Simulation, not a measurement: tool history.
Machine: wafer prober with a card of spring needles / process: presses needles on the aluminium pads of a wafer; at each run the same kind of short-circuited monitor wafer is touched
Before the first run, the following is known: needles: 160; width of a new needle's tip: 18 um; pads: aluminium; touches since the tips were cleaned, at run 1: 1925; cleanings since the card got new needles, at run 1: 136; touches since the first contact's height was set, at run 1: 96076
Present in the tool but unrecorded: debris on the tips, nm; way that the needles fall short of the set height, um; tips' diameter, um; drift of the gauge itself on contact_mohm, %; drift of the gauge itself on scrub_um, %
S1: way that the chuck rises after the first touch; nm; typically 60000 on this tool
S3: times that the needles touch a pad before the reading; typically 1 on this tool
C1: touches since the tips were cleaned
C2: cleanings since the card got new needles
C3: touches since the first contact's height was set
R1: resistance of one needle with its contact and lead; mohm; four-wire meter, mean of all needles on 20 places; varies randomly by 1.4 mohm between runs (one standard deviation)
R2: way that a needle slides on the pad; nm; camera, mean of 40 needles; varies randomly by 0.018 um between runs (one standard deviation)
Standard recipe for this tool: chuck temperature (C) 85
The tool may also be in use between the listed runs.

run 1 day=0.000 | S1=60000 chuck_temperature_(C)=85 S3=1 | C1=1925 C2=136 C3=96076 | R1=160 R2=7680
-- day=0.508 tips cleaned on abrasive film
-- day=1.425 tips cleaned on abrasive film
-- day=1.812 height of the first contact set anew
run 2 day=1.842 | S1=60000 chuck_temperature_(C)=40 S3=1 | C1=2852 C2=138 C3=199 | R1=168 R2=7570
-- day=2.371 tips cleaned on abrasive film
-- day=3.288 tips cleaned on abrasive film
run 3 day=3.838 | S1=60000 chuck_temperature_(C)=40 S3=1 | C1=3905 C2=140 C3=14283 | R1=182 R2=7550
-- day=4.217 tips cleaned on abrasive film
-- day=5.129 tips cleaned on abrasive film
run 4 day=5.358 | S1=60000 chuck_temperature_(C)=40 S3=1 | C1=1640 C2=142 C3=25006 | R1=158 R2=7530
-- day=5.925 tips cleaned on abrasive film
-- day=6.825 tips cleaned on abrasive film
-- day=7.733 tips cleaned on abrasive film
-- day=8.496 height of the first contact set anew, once more
-- day=8.500 tips cleaned on abrasive film
run 5 day=8.558 | S1=60000 chuck_temperature_(C)=53 S3=1 | C1=415 C2=146 C3=415 | R1=131 R2=7900
-- day=9.312 tips cleaned on abrasive film
-- day=10.254 tips cleaned on abrasive film
-- day=11.171 tips cleaned on abrasive film
-- day=11.925 tips cleaned on abrasive film
run 6 day=12.112 | S1=60000 chuck_temperature_(C)=53 S3=1 | C1=1331 C2=150 C3=25462 | R1=154 R2=7790
-- day=12.850 tips cleaned on abrasive film
-- day=13.604 tips cleaned on abrasive film
run 7 day=13.758 | S1=60000 chuck_temperature_(C)=85 S3=1 | C1=1115 C2=152 C3=37067 | R1=146 R2=7750
-- day=14.462 tips cleaned on abrasive film
-- day=15.217 tips cleaned on abrasive film
run 8 day=15.329 | S1=60000 chuck_temperature_(C)=85 S3=1 | C1=777 C2=154 C3=48106 | R1=144 R2=7730
-- day=16.067 tips cleaned on abrasive film
-- day=16.946 tips cleaned on abrasive film
run 9 day=16.946 | S1=60000 chuck_temperature_(C)=37 S3=1 | C1=0 C2=156 C3=59523 | R1=122 R2=7720
-- day=17.871 tips cleaned on abrasive film
-- day=18.808 tips cleaned on abrasive film
-- day=19.596 tips cleaned on abrasive film
run 10 day=19.596 | S1=60000 chuck_temperature_(C)=37 S3=1 | C1=0 C2=159 C3=78181 | R1=119 R2=7690
-- day=20.350 tips cleaned on abrasive film
-- day=21.288 tips cleaned on abrasive film
-- day=22.217 tips cleaned on abrasive film
run 11 day=22.904 | S1=60000 chuck_temperature_(C)=37 S3=1 | C1=4864 C2=162 C3=101523 | R1=191 R2=7630
-- day=23.096 tips cleaned on abrasive film
-- day=24.038 tips cleaned on abrasive film
-- day=24.050 height of the first contact set anew
-- day=24.950 tips cleaned on abrasive film
-- day=25.892 tips cleaned on abrasive film
run 12 day=26.454 | S1=60000 chuck_temperature_(C)=37 S3=1 | C1=3982 C2=166 C3=16968 | R1=179 R2=7870
-- day=26.646 tips cleaned on abrasive film
-- day=27.583 tips cleaned on abrasive film
-- day=28.500 tips cleaned on abrasive film
-- day=29.438 tips cleaned on abrasive film
run 13 day=29.579 | S1=60000 chuck_temperature_(C)=37 S3=1 | C1=1000 C2=170 C3=38997 | R1=142 R2=7780
-- day=30.333 tips cleaned on abrasive film
-- day=31.271 tips cleaned on abrasive film
-- day=32.179 tips cleaned on abrasive film
-- day=32.962 tips cleaned on abrasive film
run 14 day=32.962 | S1=60000 chuck_temperature_(C)=37 S3=1 | C1=0 C2=174 C3=62825 | R1=125 R2=7750
-- day=33.867 tips cleaned on abrasive film
-- day=34.662 tips cleaned on abrasive film
run 15 day=34.662 | S1=60000 chuck_temperature_(C)=37 S3=1 | C1=0 C2=176 C3=74804 | R1=128 R2=7700
-- day=35.592 tips cleaned on abrasive film
-- day=36.504 tips cleaned on abrasive film
-- day=37.258 tips cleaned on abrasive film
run 16 day=37.988 | S1=47000 chuck_temperature_(C)=85 S3=1 | C1=5159 C2=179 C3=98261 | R1=236 R2=5940
-- day=38.179 tips cleaned on abrasive film
-- day=39.112 tips cleaned on abrasive film
-- day=39.500 height of the first contact set anew
run 17 day=39.658 | S1=47000 chuck_temperature_(C)=85 S3=1 | C1=3778 C2=181 C3=1126 | R1=217 R2=6190
-- day=40.033 tips cleaned on abrasive film
-- day=40.921 tips cleaned on abrasive film
-- day=41.808 tips cleaned on abrasive film
run 18 day=42.146 | S1=47000 chuck_temperature_(C)=85 S3=1 | C1=2383 C2=184 C3=18661 | R1=208 R2=6140
-- day=42.712 tips cleaned on abrasive film
-- day=43.650 tips cleaned on abrasive film
-- day=44.558 tips cleaned on abrasive film
run 19 day=44.958 | S1=48000 chuck_temperature_(C)=44 S3=1 | C1=2821 C2=187 C3=38474 | R1=194 R2=6220
-- day=45.338 tips cleaned on abrasive film
-- day=46.258 tips cleaned on abrasive film
-- day=47.200 tips cleaned on abrasive film
run 20 day=47.625 | S1=44000 chuck_temperature_(C)=85 S3=1 | C1=3017 C2=190 C3=57278 | R1=232 R2=5670
-- day=47.996 tips cleaned on abrasive film
-- day=48.871 tips cleaned on abrasive film
-- day=49.667 tips cleaned on abrasive film
run 21 day=49.667 | S1=44000 chuck_temperature_(C)=85 S3=1 | C1=0 C2=193 C3=71664 | R1=141 R2=5600
-- day=50.579 tips cleaned on abrasive film
-- day=51.512 tips cleaned on abrasive film
run 22 day=51.875 | S1=60000 chuck_temperature_(C)=77 S3=1 | C1=2561 C2=195 C3=87229 | R1=174 R2=7670
-- day=52.442 tips cleaned on abrasive film
-- day=53.379 tips cleaned on abrasive film
run 23 day=53.696 | S1=47000 chuck_temperature_(C)=72 S3=3 | C1=2241 C2=197 C3=100076 | R1=156 R2=5930
-- day=54.262 tips cleaned on abrasive film
-- day=55.017 tips cleaned on abrasive film
-- day=55.029 height of the first contact set anew
-- day=55.942 tips cleaned on abrasive film
run 24 day=56.254 | S1=77000 chuck_temperature_(C)=89 S3=1 | C1=2218 C2=200 C3=8646 | R1=151 R2=10120
-- day=56.821 tips cleaned on abrasive film
-- day=57.575 tips cleaned on abrasive film
run 25 day=57.971 | S1=69000 chuck_temperature_(C)=43 S3=1 | C1=2815 C2=202 C3=20743 | R1=160 R2=9040
-- day=58.350 tips cleaned on abrasive film
-- day=59.292 tips cleaned on abrasive film
run 26 day=59.667 | S1=67000 chuck_temperature_(C)=85 S3=3 | C1=2677 C2=204 C3=32703 | R1=139 R2=8720
-- day=60.046 tips cleaned on abrasive film
-- day=60.962 tips cleaned on abrasive film
-- day=61.904 tips cleaned on abrasive film
-- day=62.817 tips cleaned on abrasive film
run 27 day=63.079 | S1=43000 chuck_temperature_(C)=35 S3=3 | C1=1864 C2=208 C3=56751 | R1=157 R2=5530

Entry by entry between the runs, the difference in hidden state between the last listed run before and the first listed run after:
Runs 1 to 2: tips cleaned on abrasive film (day 0.508); tips cleaned on abrasive film (day 1.425); height of the first contact set anew (day 1.812)
  debris on the tips, nm: 30.5 -> 37.8; way that the needles fall short of the set height, um: 1.8 -> 2.27; tips' diameter, um: 23.59 -> 23.67
  what was measured, less what the result would be without the hidden state, R1: +40 -> +53 mohm; R2: -240 -> -300 nm
Runs 2 to 3: tips cleaned on abrasive film (day 2.371); tips cleaned on abrasive film (day 3.288)
  debris on the tips, nm: 37.8 -> 46.6; way that the needles fall short of the set height, um: 2.27 -> 2.52; tips' diameter, um: 23.67 -> 23.76
  what was measured, less what the result would be without the hidden state, R1: +53 -> +66 mohm; R2: -300 -> -340 nm
Runs 3 to 4: tips cleaned on abrasive film (day 4.217); tips cleaned on abrasive film (day 5.129)
  debris on the tips, nm: 46.6 -> 30.8; way that the needles fall short of the set height, um: 2.52 -> 2.8; tips' diameter, um: 23.76 -> 23.86
  what was measured, less what the result would be without the hidden state, R1: +66 -> +44 mohm; R2: -340 -> -370 nm
Runs 4 to 5: tips cleaned on abrasive film (day 5.925); tips cleaned on abrasive film (day 6.825); tips cleaned on abrasive film (day 7.733); height of the first contact set anew, once more (day 8.496); tips cleaned on abrasive film (day 8.500)
  debris on the tips, nm: 30.8 -> 9.5; way that the needles fall short of the set height, um: 2.8 -> 0.15; tips' diameter, um: 23.86 -> 24.05
  what was measured, less what the result would be without the hidden state, R1: +44 -> +14 mohm; R2: -370 -> -20 nm
Runs 5 to 6: tips cleaned on abrasive film (day 9.312); tips cleaned on abrasive film (day 10.254); tips cleaned on abrasive film (day 11.171); tips cleaned on abrasive film (day 11.925)
  debris on the tips, nm: 9.5 -> 26.9; way that the needles fall short of the set height, um: 0.15 -> 0.71; tips' diameter, um: 24.05 -> 24.24
  what was measured, less what the result would be without the hidden state, R1: +14 -> +37 mohm; R2: -20 -> -90 nm
Runs 6 to 7: tips cleaned on abrasive film (day 12.850); tips cleaned on abrasive film (day 13.604)
  debris on the tips, nm: 26.9 -> 18.3; way that the needles fall short of the set height, um: 0.71 -> 0.93; tips' diameter, um: 24.24 -> 24.32
  what was measured, less what the result would be without the hidden state, R1: +37 -> +25 mohm; R2: -90 -> -120 nm
Runs 7 to 8: tips cleaned on abrasive film (day 14.462); tips cleaned on abrasive film (day 15.217)
  debris on the tips, nm: 18.3 -> 16.9; way that the needles fall short of the set height, um: 0.93 -> 1.15; tips' diameter, um: 24.32 -> 24.4
  what was measured, less what the result would be without the hidden state, R1: +25 -> +24 mohm; R2: -120 -> -150 nm
Runs 8 to 9: tips cleaned on abrasive film (day 16.067); tips cleaned on abrasive film (day 16.946)
  debris on the tips, nm: 16.9 -> 3.2; way that the needles fall short of the set height, um: 1.15 -> 1.35; tips' diameter, um: 24.4 -> 24.47
  what was measured, less what the result would be without the hidden state, R1: +24 -> +7 mohm; R2: -150 -> -180 nm
Runs 9 to 10: tips cleaned on abrasive film (day 17.871); tips cleaned on abrasive film (day 18.808); tips cleaned on abrasive film (day 19.596)
  debris on the tips, nm: 3.2 -> 2.9; way that the needles fall short of the set height, um: 1.35 -> 1.69; tips' diameter, um: 24.47 -> 24.59
  what was measured, less what the result would be without the hidden state, R1: +7 -> +7 mohm; R2: -180 -> -230 nm
Runs 10 to 11: tips cleaned on abrasive film (day 20.350); tips cleaned on abrasive film (day 21.288); tips cleaned on abrasive film (day 22.217)
  debris on the tips, nm: 2.9 -> 54.3; way that the needles fall short of the set height, um: 1.69 -> 2.03; tips' diameter, um: 24.59 -> 24.71
  what was measured, less what the result would be without the hidden state, R1: +7 -> +79 mohm; R2: -230 -> -270 nm
Runs 11 to 12: tips cleaned on abrasive film (day 23.096); tips cleaned on abrasive film (day 24.038); height of the first contact set anew (day 24.050); tips cleaned on abrasive film (day 24.950); tips cleaned on abrasive film (day 25.892)
  debris on the tips, nm: 54.3 -> 46.5; way that the needles fall short of the set height, um: 2.03 -> 0.2; tips' diameter, um: 24.71 -> 24.88
  what was measured, less what the result would be without the hidden state, R1: +79 -> +66 mohm; R2: -270 -> -20 nm
Runs 12 to 13: tips cleaned on abrasive film (day 26.646); tips cleaned on abrasive film (day 27.583); tips cleaned on abrasive film (day 28.500); tips cleaned on abrasive film (day 29.438)
  debris on the tips, nm: 46.5 -> 18.4; way that the needles fall short of the set height, um: 0.2 -> 0.7; tips' diameter, um: 24.88 -> 25.05
  what was measured, less what the result would be without the hidden state, R1: +66 -> +28 mohm; R2: -20 -> -90 nm
Runs 13 to 14: tips cleaned on abrasive film (day 30.333); tips cleaned on abrasive film (day 31.271); tips cleaned on abrasive film (day 32.179); tips cleaned on abrasive film (day 32.962)
  debris on the tips, nm: 18.4 -> 5.6; way that the needles fall short of the set height, um: 0.7 -> 1.21; tips' diameter, um: 25.05 -> 25.23
  what was measured, less what the result would be without the hidden state, R1: +28 -> +11 mohm; R2: -90 -> -160 nm
Runs 14 to 15: tips cleaned on abrasive film (day 33.867); tips cleaned on abrasive film (day 34.662)
  debris on the tips, nm: 5.6 -> 5.8; way that the needles fall short of the set height, um: 1.21 -> 1.48; tips' diameter, um: 25.23 -> 25.33
  what was measured, less what the result would be without the hidden state, R1: +11 -> +11 mohm; R2: -160 -> -190 nm
Runs 15 to 16: tips cleaned on abrasive film (day 35.592); tips cleaned on abrasive film (day 36.504); tips cleaned on abrasive film (day 37.258)
  debris on the tips, nm: 5.8 -> 50; way that the needles fall short of the set height, um: 1.48 -> 1.8; tips' diameter, um: 25.33 -> 25.44
  what was measured, less what the result would be without the hidden state, R1: +11 -> +114 mohm; R2: -190 -> -240 nm
Runs 16 to 17: tips cleaned on abrasive film (day 38.179); tips cleaned on abrasive film (day 39.112); height of the first contact set anew (day 39.500)
  debris on the tips, nm: 50 -> 45.2; way that the needles fall short of the set height, um: 1.8 -> 0; tips' diameter, um: 25.44 -> 25.52
  what was measured, less what the result would be without the hidden state, R1: +114 -> +96 mohm; R2: -240 -> +0 nm
Runs 17 to 18: tips cleaned on abrasive film (day 40.033); tips cleaned on abrasive film (day 40.921); tips cleaned on abrasive film (day 41.808)
  debris on the tips, nm: 45.2 -> 36.5; way that the needles fall short of the set height, um: 0 -> 0.32; tips' diameter, um: 25.52 -> 25.64
  what was measured, less what the result would be without the hidden state, R1: +96 -> +81 mohm; R2: +0 -> -50 nm
Runs 18 to 19: tips cleaned on abrasive film (day 42.712); tips cleaned on abrasive film (day 43.650); tips cleaned on abrasive film (day 44.558)
  debris on the tips, nm: 36.5 -> 35; way that the needles fall short of the set height, um: 0.32 -> 0.64; tips' diameter, um: 25.64 -> 25.75
  what was measured, less what the result would be without the hidden state, R1: +81 -> +79 mohm; R2: -50 -> -90 nm
Runs 19 to 20: tips cleaned on abrasive film (day 45.338); tips cleaned on abrasive film (day 46.258); tips cleaned on abrasive film (day 47.200)
  debris on the tips, nm: 35 -> 42.2; way that the needles fall short of the set height, um: 0.64 -> 1.07; tips' diameter, um: 25.75 -> 25.9
  what was measured, less what the result would be without the hidden state, R1: +79 -> +109 mohm; R2: -90 -> -140 nm
Runs 20 to 21: tips cleaned on abrasive film (day 47.996); tips cleaned on abrasive film (day 48.871); tips cleaned on abrasive film (day 49.667)
  debris on the tips, nm: 42.2 -> 4.1; way that the needles fall short of the set height, um: 1.07 -> 1.42; tips' diameter, um: 25.9 -> 26.02
  what was measured, less what the result would be without the hidden state, R1: +109 -> +17 mohm; R2: -140 -> -190 nm
Runs 21 to 22: tips cleaned on abrasive film (day 50.579); tips cleaned on abrasive film (day 51.512)
  debris on the tips, nm: 4.1 -> 34; way that the needles fall short of the set height, um: 1.42 -> 1.61; tips' diameter, um: 26.02 -> 26.09
  what was measured, less what the result would be without the hidden state, R1: +17 -> +53 mohm; R2: -190 -> -220 nm
Runs 22 to 23: tips cleaned on abrasive film (day 52.442); tips cleaned on abrasive film (day 53.379)
  debris on the tips, nm: 34 -> 32.6; way that the needles fall short of the set height, um: 1.61 -> 1.87; tips' diameter, um: 26.09 -> 26.18
  what was measured, less what the result would be without the hidden state, R1: +53 -> +33 mohm; R2: -220 -> -250 nm
Runs 23 to 24: tips cleaned on abrasive film (day 54.262); tips cleaned on abrasive film (day 55.017); height of the first contact set anew (day 55.029); tips cleaned on abrasive film (day 55.942)
  debris on the tips, nm: 32.6 -> 30.2; way that the needles fall short of the set height, um: 1.87 -> 0.13; tips' diameter, um: 26.18 -> 26.3
  what was measured, less what the result would be without the hidden state, R1: +33 -> +29 mohm; R2: -250 -> -20 nm
Runs 24 to 25: tips cleaned on abrasive film (day 56.821); tips cleaned on abrasive film (day 57.575)
  debris on the tips, nm: 30.2 -> 40.6; way that the needles fall short of the set height, um: 0.13 -> 0.35; tips' diameter, um: 26.3 -> 26.38
  what was measured, less what the result would be without the hidden state, R1: +29 -> +49 mohm; R2: -20 -> -50 nm
Runs 25 to 26: tips cleaned on abrasive film (day 58.350); tips cleaned on abrasive film (day 59.292)
  debris on the tips, nm: 40.6 -> 38.3; way that the needles fall short of the set height, um: 0.35 -> 0.57; tips' diameter, um: 26.38 -> 26.46
  what was measured, less what the result would be without the hidden state, R1: +49 -> +19 mohm; R2: -50 -> -70 nm
Runs 26 to 27: tips cleaned on abrasive film (day 60.046); tips cleaned on abrasive film (day 60.962); tips cleaned on abrasive film (day 61.904); tips cleaned on abrasive film (day 62.817)
  debris on the tips, nm: 38.3 -> 31.8; way that the needles fall short of the set height, um: 0.57 -> 0.95; tips' diameter, um: 26.46 -> 26.59
  what was measured, less what the result would be without the hidden state, R1: +19 -> +39 mohm; R2: -70 -> -130 nm
